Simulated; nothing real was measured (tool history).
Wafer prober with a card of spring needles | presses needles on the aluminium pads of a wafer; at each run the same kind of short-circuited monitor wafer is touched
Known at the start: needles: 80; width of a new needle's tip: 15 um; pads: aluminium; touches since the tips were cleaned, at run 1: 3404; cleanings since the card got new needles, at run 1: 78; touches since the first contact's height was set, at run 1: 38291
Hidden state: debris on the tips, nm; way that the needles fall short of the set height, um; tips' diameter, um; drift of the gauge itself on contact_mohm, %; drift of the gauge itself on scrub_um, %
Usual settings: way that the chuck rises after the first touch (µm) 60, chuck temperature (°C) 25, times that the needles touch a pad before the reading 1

run,hour,way that the chuck rises after the first touch (µm),chuck temperature (°C),times that the needles touch a pad before the reading,touches since the tips were cleaned,cleanings since the card got new needles,touches since the first contact's height was set,resistance of one needle with its contact and lead (mohm),way that a needle slides on the pad (µm)
1,0.0,60,25,1,3404,78,38291,288,9.50
# hour 3.2: tips cleaned on abrasive film
# hour 17.5: tips cleaned on abrasive film
2,24.6,60,25,1,2016,80,45238,273,9.55
# hour 32.3: tips cleaned on abrasive film
3,43.0,60,25,1,3052,81,50442,298,9.27
# hour 45.0: tips cleaned on abrasive film
# hour 58.6: tips cleaned on abrasive film
# hour 71.4: tips cleaned on abrasive film
4,72.1,60,25,1,203,84,58638,193,9.29
# hour 84.1: tips cleaned on abrasive film
# hour 96.5: tips cleaned on abrasive film
5,101.9,60,25,1,1530,86,67050,251,9.21
# hour 111.2: tips cleaned on abrasive film
# hour 126.3: tips cleaned on abrasive film
6,126.7,60,25,1,128,88,74043,190,9.09
# hour 138.7: tips cleaned on abrasive film
# hour 141.7: tips cleaned on abrasive film, once more
7,144.8,60,25,1,886,90,79136,228,9.22
# hour 154.1: tips cleaned on abrasive film
# hour 168.0: tips cleaned on abrasive film
8,173.9,60,25,1,1664,92,87341,251,8.97
# hour 181.5: tips cleaned on abrasive film
9,190.4,60,25,1,2515,93,92009,288,9.13
# hour 194.3: tips cleaned on abrasive film
# hour 207.6: tips cleaned on abrasive film
# hour 222.4: tips cleaned on abrasive film
10,225.9,60,25,1,992,96,102019,239,9.01
# hour 236.2: tips cleaned on abrasive film
# hour 249.2: tips cleaned on abrasive film
11,251.2,60,25,1,554,98,109161,221,9.07
# hour 262.0: tips cleaned on abrasive film
# hour 275.3: tips cleaned on abrasive film
12,279.3,63,25,1,1145,100,117107,234,9.42
# hour 288.2: tips cleaned on abrasive film
# hour 301.7: tips cleaned on abrasive film
13,303.7,63,25,1,550,102,123973,219,9.55
# hour 314.5: tips cleaned on abrasive film
14,322.0,63,25,1,2131,103,129155,274,9.32
# hour 328.0: tips cleaned on abrasive film
# hour 341.9: tips cleaned on abrasive film
# hour 353.9: height of the first contact set anew
# hour 355.8: tips cleaned on abrasive film
15,356.4,60,25,1,182,106,666,189,9.63
# hour 368.7: tips cleaned on abrasive film
# hour 381.9: tips cleaned on abrasive film
16,391.4,60,25,2,2704,108,10567,249,9.60

Forecast run 17:
# hour 394.5: tips cleaned on abrasive film
# hour 406.9: tips cleaned on abrasive film
17,410.4,63,30,2,1010,110,15926,?,?

resistance of one needle with its contact and lead (mohm): 208
way that a needle slides on the pad (µm): 10.14
Without the tool's hidden state the same run would have given resistance of one needle with its contact and lead (mohm) 169, way that a needle slides on the pad (µm) 10.23.
